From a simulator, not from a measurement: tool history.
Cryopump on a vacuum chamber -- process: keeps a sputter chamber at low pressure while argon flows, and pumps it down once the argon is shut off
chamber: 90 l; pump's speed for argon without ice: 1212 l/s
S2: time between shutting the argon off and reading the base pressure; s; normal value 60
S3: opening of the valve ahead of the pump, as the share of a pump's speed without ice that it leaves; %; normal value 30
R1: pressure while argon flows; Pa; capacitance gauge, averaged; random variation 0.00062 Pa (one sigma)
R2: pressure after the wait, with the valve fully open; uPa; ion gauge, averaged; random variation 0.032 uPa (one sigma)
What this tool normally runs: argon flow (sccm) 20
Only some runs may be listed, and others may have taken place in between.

{"run": 1, "hour": 0.0, "argon flow (sccm)": 20, "S2": 60, "S3": 30, "R1": 0.0949, "R2": 3.07}
{"run": 2, "hour": 34.9, "argon flow (sccm)": 20, "S2": 60, "S3": 30, "R1": 0.0935, "R2": 3.05}
{"run": 3, "hour": 54.8, "argon flow (sccm)": 20, "S2": 60, "S3": 30, "R1": 0.0944, "R2": 3.09}
{"run": 4, "hour": 98.6, "argon flow (sccm)": 37, "S2": 60, "S3": 30, "R1": 0.1752, "R2": 3.07}
{"run": 5, "hour": 124.6, "argon flow (sccm)": 11, "S2": 60, "S3": 30, "R1": 0.0515, "R2": 3.13}
{"run": 6, "hour": 163.6, "argon flow (sccm)": 11, "S2": 60, "S3": 30, "R1": 0.0521, "R2": 3.18}
{"run": 7, "hour": 185.6, "argon flow (sccm)": 13, "S2": 36, "S3": 32, "R1": 0.0579, "R2": 4.15}
{"run": 8, "hour": 218.7, "argon flow (sccm)": 13, "S2": 75, "S3": 32, "R1": 0.0575, "R2": 2.96}
{"run": 9, "hour": 244.5, "argon flow (sccm)": 15, "S2": 118, "S3": 29, "R1": 0.0744, "R2": 2.46}
{"run": 10, "hour": 277.9, "argon flow (sccm)": 10, "S2": 219, "S3": 29, "R1": 0.049, "R2": 2.16}
{"run": 11, "hour": 318.7, "argon flow (sccm)": 25, "S2": 219, "S3": 26, "R1": 0.1375, "R2": 2.18}

Predict each of these 3 candidate next runs independently; none follows another, all start after run 11:
{"run": "A", "hour": 365.3, "argon flow (sccm)": 36, "S2": 60, "S3": 30, "R1": "?", "R2": "?"}
{"run": "B", "hour": 365.3, "argon flow (sccm)": 25, "S2": 106, "S3": 26, "R1": "?", "R2": "?"}
{"run": "C", "hour": 365.3, "argon flow (sccm)": 34, "S2": 153, "S3": 41, "R1": "?", "R2": "?"}

run=A R1=0.1732 R2=3.31
run=B R1=0.1369 R2=2.63
run=C R1=0.1186 R2=2.38
With the hidden condition removed and each run's random variation left untouched, the same runs would have given:
run=A R1=0.1692 R2=1.69
run=B R1=0.1342 R2=1.06
run=C R1=0.1148 R2=0.82
